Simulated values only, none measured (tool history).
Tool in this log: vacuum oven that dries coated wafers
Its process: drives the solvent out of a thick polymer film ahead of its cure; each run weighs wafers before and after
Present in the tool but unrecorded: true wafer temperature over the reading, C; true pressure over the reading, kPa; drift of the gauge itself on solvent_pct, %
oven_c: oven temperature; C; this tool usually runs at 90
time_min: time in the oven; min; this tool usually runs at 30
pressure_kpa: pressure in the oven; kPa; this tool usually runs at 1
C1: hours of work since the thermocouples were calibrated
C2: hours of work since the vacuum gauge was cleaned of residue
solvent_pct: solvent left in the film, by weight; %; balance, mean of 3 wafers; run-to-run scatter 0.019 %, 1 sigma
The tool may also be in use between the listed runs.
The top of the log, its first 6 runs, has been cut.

Run 7, hour 272.5: usual settings but time_min 29 min; C1 1389; C2 677. Result: solvent_pct 3.65 %.
Run 8, hour 326.4: usual settings but time_min 29 min; C1 1413; C2 701. Result: solvent_pct 3.68 %.
Run 9, hour 369.3: usual settings but time_min 29 min; C1 1431; C2 720. Result: solvent_pct 3.64 %.
Run 10, hour 401.9: usual settings but time_min 29 min; C1 1446; C2 734. Result: solvent_pct 3.65 %.
Run 11, hour 453.8: usual settings but time_min 29 min; C1 1468; C2 757. Result: solvent_pct 3.67 %.
At hour 476.8: oven's thermocouples calibrated.
Run 12, hour 511.2: usual settings but time_min 29 min; C1 15; C2 781. Result: solvent_pct 3.68 %.
Run 13, hour 547.4: usual settings but time_min 29 min; C1 31; C2 797. Result: solvent_pct 3.67 %.
Run 14, hour 600: usual settings but time_min 29 min; C1 54; C2 820. Result: solvent_pct 3.69 %.
Run 15, hour 638.5: usual settings but pressure_kpa 0.91 kPa; C1 71; C2 837. Result: solvent_pct 3.42 %.
Run 16, hour 678.9: usual settings but time_min 33 min; C1 89; C2 855. Result: solvent_pct 3.18 %.
Run 17, hour 729.5: usual settings but time_min 33 min; C1 111; C2 877. Result: solvent_pct 3.17 %.
Run 18, hour 786.9: usual settings but pressure_kpa 0.62 kPa; C1 136; C2 902. Result: solvent_pct 2.95 %.
Run 19, hour 818: usual settings but time_min 15 min; C1 149; C2 916. Result: solvent_pct 7.14 %.
Run 20, hour 844.9: usual settings but time_min 15 min; C1 161; C2 927. Result: solvent_pct 7.17 %.
Run 21, hour 886.3: usual settings but time_min 15 min, pressure_kpa 1.89 kPa; C1 179; C2 945. Result: solvent_pct 8.17 %.
Run 22, hour 921: usual settings; C1 195; C2 961. Result: solvent_pct 3.55 %.
Run 23, hour 980.3: usual settings; C1 221; C2 987. Result: solvent_pct 3.55 %.
Run 24, hour 1014.3: usual settings; C1 235; C2 1002. Result: solvent_pct 3.53 %.
Run 25, hour 1069.3: usual settings but oven_c 79 C, time_min 42 min, pressure_kpa 0.82 kPa; C1 260; C2 1026. Result: solvent_pct 5.92 %.
Run 26, hour 1111.5: usual settings but oven_c 95 C, pressure_kpa 3.85 kPa; C1 278; C2 1044. Result: solvent_pct 6.03 %.
Run 27, hour 1141.1: usual settings but oven_c 95 C, pressure_kpa 3.85 kPa; C1 291; C2 1057. Result: solvent_pct 6.02 %.
Run 28, hour 1181.4: usual settings but time_min 22 min, pressure_kpa 3.03 kPa; C1 309; C2 1075. Result: solvent_pct 7.86 %.

Estimate the outcome of run 29 from the log above:
Run 29, hour 1211.3: usual settings but oven_c 84 C, time_min 39 min, pressure_kpa 0.99 kPa; C1 322; C2 1088. Result: solvent_pct ?.

{"run 29": {"solvent_pct": 4.53}}
Take away the tool's hidden state, keep the run-to-run variation as it was, and the same run would have given solvent_pct 4.52 %.
